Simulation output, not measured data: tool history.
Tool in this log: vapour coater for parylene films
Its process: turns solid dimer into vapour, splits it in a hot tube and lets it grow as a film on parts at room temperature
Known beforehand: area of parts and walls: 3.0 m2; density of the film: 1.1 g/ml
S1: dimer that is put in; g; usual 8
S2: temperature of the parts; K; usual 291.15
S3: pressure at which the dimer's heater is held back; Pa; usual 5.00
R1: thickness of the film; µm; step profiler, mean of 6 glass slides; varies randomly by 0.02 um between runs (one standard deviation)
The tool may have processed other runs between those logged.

run	hour	S1	S2	S3	R1
1	0.0	8	291.15	5.00	1.88
2	20.7	8	291.15	5.00	1.87
3	42.8	8	291.15	5.00	1.86
4	70.1	8	295.15	5.00	1.58
5	81.8	8	295.15	5.00	1.57
6	104.5	8	292.15	5.00	1.79
7	130.5	8	291.15	5.00	1.82
8	148.2	8	291.15	9.72	1.68
9	172.0	8	291.15	9.72	1.70
10	183.7	8	291.15	9.72	1.65
11	201.5	8	291.15	9.72	1.68
12	216.9	6	290.15	2.71	1.51
# hour 222.1: trap's valve overhauled
13	247.6	6	290.15	2.71	1.46
14	263.7	11	290.15	2.71	2.68
15	280.5	11	290.15	2.71	2.70
16	302.9	5	291.15	5.00	1.11
17	319.3	5	291.15	5.00	1.10
18	335.9	5	293.15	4.40	1.00
# hour 351.9: trap's valve overhauled, once more
19	352.4	5	293.15	4.40	1.11
20	376.2	8	290.15	2.60	2.12

3 options for the next run, each taken on its own from the tool as it stands now. Forecast them:
A	398.0	5	291.15	2.47	?
B	398.0	8	291.15	6.63	?
C	398.0	4	291.15	2.17	?

run	R1
A	1.29
B	1.81
C	1.04
Had the tool no hidden state, the same runs would have come out as:
run	R1
A	1.31
B	1.84
C	1.06

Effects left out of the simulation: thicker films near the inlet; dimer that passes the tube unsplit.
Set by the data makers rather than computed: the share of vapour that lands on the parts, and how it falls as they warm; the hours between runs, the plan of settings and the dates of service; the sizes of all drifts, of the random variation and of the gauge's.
